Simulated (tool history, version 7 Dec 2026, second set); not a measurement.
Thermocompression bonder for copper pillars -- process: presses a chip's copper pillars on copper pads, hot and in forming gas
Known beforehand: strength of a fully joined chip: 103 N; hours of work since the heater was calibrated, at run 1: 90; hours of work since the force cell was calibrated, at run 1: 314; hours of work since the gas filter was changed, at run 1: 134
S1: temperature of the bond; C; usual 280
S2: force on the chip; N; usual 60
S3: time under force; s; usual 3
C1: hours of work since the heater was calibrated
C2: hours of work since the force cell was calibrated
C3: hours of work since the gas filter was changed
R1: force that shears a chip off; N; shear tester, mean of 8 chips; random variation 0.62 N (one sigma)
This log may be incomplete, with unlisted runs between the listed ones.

run,hour,S1,S2,S3,C1,C2,C3,R1
1,0.0,280,60,3,90,314,134,35.1
2,33.1,280,60,3,106,331,151,35.1
3,55.5,280,60,3,117,342,162,35.3
4,82.7,251,60,3,131,356,176,21.2
5,98.1,251,60,3,139,363,184,22.0
6,131.8,251,68,3,156,380,201,23.9
7,161.3,280,60,3,171,395,216,35.1
8,192.1,280,60,3,186,411,231,34.6
9,214.8,280,65,3,198,422,242,36.3
# hour 231.1: forming gas filter changed
10,241.0,280,65,3,210,435,5,40.1
11,259.2,280,48,3,220,444,14,30.6
12,291.6,280,60,3,236,460,30,37.3
13,313.7,280,60,3,247,472,42,36.9
14,348.0,270,60,3,264,489,59,31.1
15,369.3,270,60,3,275,499,69,30.6
16,389.4,296,60,3,285,510,80,47.6
17,418.7,280,60,2,300,524,94,30.2
18,436.9,280,60,7,309,533,103,49.5
19,465.2,300,60,7,323,548,118,61.9
20,496.4,300,60,7,339,563,133,62.3
21,517.6,300,60,7,350,574,144,62.6
22,550.7,300,39,3,366,591,161,33.1
23,570.8,280,60,4,376,601,171,37.9
24,605.7,280,60,4,394,618,188,39.6
25,626.5,280,60,4,404,629,199,39.1
26,646.3,280,60,4,414,639,209,38.3
27,665.0,272,41,4,424,648,218,24.2
28,695.3,272,65,3,439,663,233,31.7
29,726.1,272,65,3,454,679,249,31.7
# hour 731.4: forming gas filter changed
30,752.9,300,40,3,468,692,11,35.7
31,776.5,307,82,2,479,704,23,58.8
32,806.7,280,88,8,495,719,38,66.8
33,826.7,299,88,3,505,729,48,62.3
34,858.2,301,37,5,521,745,64,42.9
35,889.7,251,60,9,536,761,80,35.4
36,909.9,295,60,5,546,771,90,54.0
37,936.8,280,39,3,560,785,103,24.9
38,969.5,280,39,3,576,801,120,24.3
39,992.8,286,45,2,588,813,131,26.1

Below, some changes in R1 between adjacent runs. For each, the amount present without the hidden state too (settings, incoming material, random variation) and the amount remaining for the hidden state with gauge scatter not shared by both compared results:
Hidden conditions of the tool in this case: true temperature of the bond over the reading, C; force that reaches the chip, % of what is set; oxide that the forming gas leaves, % of the face; drift of the gauge itself on shear_n, %.
Run 9 -> 10: forming gas filter changed. R1 +3.8 N: hidden state +3.2, all else +0.6.
Run 21 -> 22: S2 60 -> 39, S3 7 -> 3. R1 -29.5 N: hidden state +1.0, all else -30.5.
Run 29 -> 30: S1 272 -> 300, S2 65 -> 40, forming gas filter changed. R1 +4.0 N: hidden state +2.8, all else +1.2.
Run 30 -> 31: S1 300 -> 307, S2 40 -> 82, S3 3 -> 2. R1 +23.1 N: hidden state +0.0, all else +23.1.
Run 36 -> 37: S1 295 -> 280, S2 60 -> 39, S3 5 -> 3. R1 -29.1 N: hidden state +0.3, all else -29.4.

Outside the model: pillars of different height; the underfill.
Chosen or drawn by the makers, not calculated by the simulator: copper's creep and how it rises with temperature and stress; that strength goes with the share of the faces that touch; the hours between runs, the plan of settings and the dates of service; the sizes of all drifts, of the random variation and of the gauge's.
